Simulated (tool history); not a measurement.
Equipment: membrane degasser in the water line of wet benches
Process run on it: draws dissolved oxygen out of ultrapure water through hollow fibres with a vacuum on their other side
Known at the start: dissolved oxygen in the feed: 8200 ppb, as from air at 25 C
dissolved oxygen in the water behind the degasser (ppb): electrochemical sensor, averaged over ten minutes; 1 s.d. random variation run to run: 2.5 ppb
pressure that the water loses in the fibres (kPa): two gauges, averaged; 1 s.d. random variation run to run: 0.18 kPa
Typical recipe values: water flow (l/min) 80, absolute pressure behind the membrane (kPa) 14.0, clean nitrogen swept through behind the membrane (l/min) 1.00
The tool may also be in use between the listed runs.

| run | hour | water flow (l/min) | absolute pressure behind the membrane (kPa) | clean nitrogen swept through behind the membrane (l/min) | dissolved oxygen in the water behind the degasser (ppb) | pressure that the water loses in the fibres (kPa) |
|---|---|---|---|---|---|---|
| 1 | 0.0 | 80 | 14.0 | 1.00 | 1285.1 | 35.63 |
|  | 83.8 | seals of the vacuum lines changed |
| 2 | 92.8 | 80 | 14.0 | 1.00 | 1281.6 | 35.89 |
| 3 | 186.6 | 80 | 9.2 | 1.00 | 752.8 | 35.87 |
| 4 | 237.3 | 80 | 9.2 | 1.00 | 751.6 | 35.73 |
| 5 | 303.5 | 80 | 14.0 | 1.00 | 1288.4 | 35.33 |
| 6 | 392.0 | 80 | 14.0 | 0.67 | 1622.5 | 35.89 |
| 7 | 503.6 | 80 | 14.0 | 0.67 | 1616.0 | 35.59 |
| 8 | 624.6 | 80 | 14.0 | 0.67 | 1618.2 | 35.83 |
| 9 | 690.5 | 80 | 14.0 | 0.67 | 1625.9 | 35.97 |
| 10 | 758.9 | 80 | 14.0 | 0.67 | 1617.7 | 35.80 |
| 11 | 835.1 | 84 | 14.0 | 1.00 | 1324.3 | 37.87 |
| 12 | 887.6 | 84 | 26.4 | 1.00 | 2490.6 | 37.44 |
| 13 | 955.3 | 80 | 29.4 | 0.42 | 3982.0 | 36.04 |
| 14 | 1050.2 | 66 | 18.9 | 0.64 | 2041.9 | 29.82 |
| 15 | 1145.5 | 80 | 18.4 | 2.08 | 1058.0 | 35.95 |
| 16 | 1224.7 | 87 | 19.8 | 1.72 | 1388.4 | 39.06 |
| 17 | 1305.5 | 80 | 14.0 | 1.57 | 953.3 | 36.19 |
| 18 | 1414.1 | 53 | 18.7 | 1.24 | 1160.9 | 23.75 |
| 19 | 1510.3 | 84 | 20.5 | 1.62 | 1461.5 | 38.13 |
| 20 | 1560.6 | 106 | 16.0 | 0.82 | 1961.4 | 47.59 |
| 21 | 1671.4 | 105 | 11.3 | 1.00 | 1179.0 | 47.36 |
| 22 | 1725.7 | 57 | 11.3 | 1.31 | 648.5 | 25.66 |

Below are 4 alternative next runs, each starting from the tool's condition after run 22. Predict each:
| A | 1804.5 | 98 | 15.2 | 1.31 | ? | ? |
| B | 1804.5 | 57 | 30.8 | 0.47 | ? | ? |
| C | 1804.5 | 69 | 11.3 | 1.31 | ? | ? |
| D | 1804.5 | 57 | 11.3 | 1.52 | ? | ? |

| run | dissolved oxygen in the water behind the degasser (ppb) | pressure that the water loses in the fibres (kPa) |
|---|---|---|
| A | 1356.7 | 44.26 |
| B | 3396.8 | 25.70 |
| C | 747.5 | 30.87 |
| D | 581.6 | 25.64 |
Without the tool's unlogged condition, the same runs would have read:
| run | dissolved oxygen in the water behind the degasser (ppb) | pressure that the water loses in the fibres (kPa) |
|---|---|---|
| A | 1356.5 | 43.60 |
| B | 3396.7 | 25.32 |
| C | 747.3 | 30.40 |
| D | 581.4 | 25.26 |

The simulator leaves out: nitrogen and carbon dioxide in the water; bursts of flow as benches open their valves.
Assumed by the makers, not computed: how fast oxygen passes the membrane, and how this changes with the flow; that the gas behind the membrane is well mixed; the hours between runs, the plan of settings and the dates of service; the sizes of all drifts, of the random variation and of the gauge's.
